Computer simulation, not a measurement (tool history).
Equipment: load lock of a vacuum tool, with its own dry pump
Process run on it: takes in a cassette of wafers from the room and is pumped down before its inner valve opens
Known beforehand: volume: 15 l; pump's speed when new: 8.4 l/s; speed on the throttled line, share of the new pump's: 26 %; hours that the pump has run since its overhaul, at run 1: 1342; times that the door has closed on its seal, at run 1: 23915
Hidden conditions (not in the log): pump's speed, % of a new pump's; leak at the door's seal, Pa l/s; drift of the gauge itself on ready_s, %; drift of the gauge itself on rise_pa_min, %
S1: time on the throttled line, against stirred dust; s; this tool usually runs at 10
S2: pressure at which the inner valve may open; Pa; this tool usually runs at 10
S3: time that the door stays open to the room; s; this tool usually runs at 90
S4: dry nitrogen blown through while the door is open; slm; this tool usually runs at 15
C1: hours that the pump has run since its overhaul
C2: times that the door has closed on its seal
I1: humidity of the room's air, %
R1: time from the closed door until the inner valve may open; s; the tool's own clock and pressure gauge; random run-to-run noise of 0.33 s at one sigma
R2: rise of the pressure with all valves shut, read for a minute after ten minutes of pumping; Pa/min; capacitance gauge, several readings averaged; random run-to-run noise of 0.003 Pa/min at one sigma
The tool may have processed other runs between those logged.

run 1 hour=0.0 | S1=10 S2=10 S3=90 S4=15 | C1=1342 C2=23915 | I1=44.2 | R1=23.7 R2=0.464
run 2 hour=152.2 | S1=10 S2=10 S3=90 S4=15 | C1=1494 C2=24216 | I1=41.5 | R1=23.8 R2=0.471
run 3 hour=263.8 | S1=10 S2=10 S3=90 S4=15 | C1=1605 C2=24436 | I1=46.5 | R1=23.7 R2=0.480
run 4 hour=373.0 | S1=10 S2=10 S3=90 S4=15 | C1=1714 C2=24652 | I1=48.3 | R1=24.3 R2=0.486
run 5 hour=523.2 | S1=10 S2=10 S3=90 S4=15 | C1=1865 C2=24948 | I1=44.9 | R1=24.1 R2=0.500
run 6 hour=626.0 | S1=10 S2=10 S3=31 S4=15 | C1=1968 C2=25151 | I1=45.0 | R1=23.6 R2=0.485
run 7 hour=715.8 | S1=10 S2=10 S3=31 S4=15 | C1=2057 C2=25328 | I1=47.0 | R1=24.4 R2=0.504
run 8 hour=814.2 | S1=10 S2=10 S3=31 S4=15 | C1=2156 C2=25523 | I1=45.1 | R1=23.7 R2=0.510
run 9 hour=902.5 | S1=10 S2=10 S3=31 S4=15 | C1=2244 C2=25697 | I1=43.0 | R1=24.0 R2=0.501
run 10 hour=1057.2 | S1=10 S2=10 S3=31 S4=15 | C1=2399 C2=26002 | I1=45.7 | R1=24.0 R2=0.525
run 11 hour=1153.8 | S1=6 S2=10 S3=90 S4=15 | C1=2495 C2=26193 | I1=47.2 | R1=20.7 R2=0.532
run 12 hour=1238.9 | S1=6 S2=10 S3=90 S4=15 | C1=2580 C2=26361 | I1=44.8 | R1=21.5 R2=0.542
run 13 hour=1347.6 | S1=6 S2=10 S3=90 S4=15 | C1=2689 C2=26576 | I1=44.7 | R1=20.8 R2=0.543
run 14 hour=1450.3 | S1=6 S2=10 S3=90 S4=15 | C1=2792 C2=26778 | I1=49.7 | R1=21.2 R2=0.549
run 15 hour=1549.3 | S1=6 S2=10 S3=90 S4=15 | C1=2891 C2=26974 | I1=44.0 | R1=21.7 R2=0.557
run 16 hour=1703.3 | S1=6 S2=10 S3=90 S4=15 | C1=3045 C2=27278 | I1=46.7 | R1=21.3 R2=0.559
run 17 hour=1848.8 | S1=10 S2=10 S3=90 S4=15 | C1=3190 C2=27565 | I1=47.8 | R1=24.5 R2=0.575
run 18 hour=1928.5 | S1=10 S2=10 S3=90 S4=15 | C1=3270 C2=27722 | I1=43.6 | R1=24.2 R2=0.578
run 19 hour=2042.4 | S1=10 S2=10 S3=90 S4=15 | C1=3384 C2=27947 | I1=46.5 | R1=25.0 R2=0.579
run 20 hour=2159.9 | S1=7 S2=17 S3=26 S4=10 | C1=3501 C2=28179 | I1=42.5 | R1=21.7 R2=0.587
run 21 hour=2229.3 | S1=10 S2=10 S3=90 S4=24 | C1=3571 C2=28316 | I1=44.1 | R1=25.0 R2=0.597
run 22 hour=2329.8 | S1=10 S2=10 S3=90 S4=24 | C1=3671 C2=28515 | I1=41.4 | R1=24.6 R2=0.609
run 23 hour=2472.0 | S1=6 S2=10 S3=39 S4=11 | C1=3814 C2=28796 | I1=41.9 | R1=21.2 R2=0.613
run 24 hour=2574.0 | S1=8 S2=7 S3=84 S4=10 | C1=3916 C2=28997 | I1=44.5 | R1=23.7 R2=0.632
run 25 hour=2707.2 | S1=8 S2=7 S3=84 S4=10 | C1=4049 C2=29260 | I1=42.7 | R1=23.8 R2=0.630
run 26 hour=2847.3 | S1=8 S2=7 S3=84 S4=10 | C1=4189 C2=29536 | I1=44.9 | R1=24.3 R2=0.649
run 27 hour=2957.2 | S1=10 S2=16 S3=34 S4=10 | C1=4299 C2=29753 | I1=49.8 | R1=24.0 R2=0.642
run 28 hour=3029.6 | S1=7 S2=13 S3=95 S4=15 | C1=4371 C2=29896 | I1=46.3 | R1=22.1 R2=0.673
run 29 hour=3185.4 | S1=7 S2=7 S3=173 S4=15 | C1=4527 C2=30204 | I1=46.2 | R1=22.3 R2=0.680
run 30 hour=3285.5 | S1=7 S2=8 S3=55 S4=12 | C1=4627 C2=30401 | I1=45.0 | R1=22.6 R2=0.678
run 31 hour=3362.6 | S1=6 S2=12 S3=55 S4=12 | C1=4704 C2=30554 | I1=47.6 | R1=21.1 R2=0.668
-- hour=3419.1 door's seal changed, seat wiped
run 32 hour=3481.7 | S1=6 S2=8 S3=185 S4=12 | C1=4822 C2=124 | I1=46.8 | R1=22.6 R2=0.056
run 33 hour=3584.0 | S1=6 S2=8 S3=185 S4=7 | C1=4924 C2=326 | I1=43.7 | R1=22.2 R2=0.060
run 34 hour=3671.5 | S1=6 S2=10 S3=90 S4=15 | C1=5012 C2=499 | I1=47.7 | R1=21.6 R2=0.043
run 35 hour=3770.0 | S1=6 S2=10 S3=90 S4=15 | C1=5110 C2=693 | I1=41.5 | R1=21.8 R2=0.038
run 36 hour=3848.0 | S1=19 S2=10 S3=107 S4=15 | C1=5188 C2=847 | I1=48.6 | R1=31.0 R2=0.046

For some of the steps in R1 from one run to the next: how much would appear even if the tool had no hidden state, given the settings, what came in and random variation, and how much remains for the hidden state plus any gauge scatter that the measured result and the result without hidden state don't share?
Run 1 -> 2: nothing adjusted, nothing logged. R1 +0.1 s: hidden state +0.1, all else +0.0.
Run 7 -> 8: nothing adjusted, nothing logged. R1 -0.7 s: hidden state +0.1, all else -0.8.
Run 10 -> 11: S1 10 -> 6, S3 31 -> 90. R1 -3.3 s: hidden state +0.1, all else -3.4.
Run 22 -> 23: S1 10 -> 6, S3 90 -> 39, S4 24 -> 11. R1 -3.4 s: hidden state +0.1, all else -3.5.
Run 26 -> 27: S1 8 -> 10, S2 7 -> 16, S3 84 -> 34. R1 -0.3 s: hidden state -0.2, all else -0.1.
Run 35 -> 36: S1 6 -> 19, S3 90 -> 107. R1 +9.2 s: hidden state -0.1, all else +9.3.

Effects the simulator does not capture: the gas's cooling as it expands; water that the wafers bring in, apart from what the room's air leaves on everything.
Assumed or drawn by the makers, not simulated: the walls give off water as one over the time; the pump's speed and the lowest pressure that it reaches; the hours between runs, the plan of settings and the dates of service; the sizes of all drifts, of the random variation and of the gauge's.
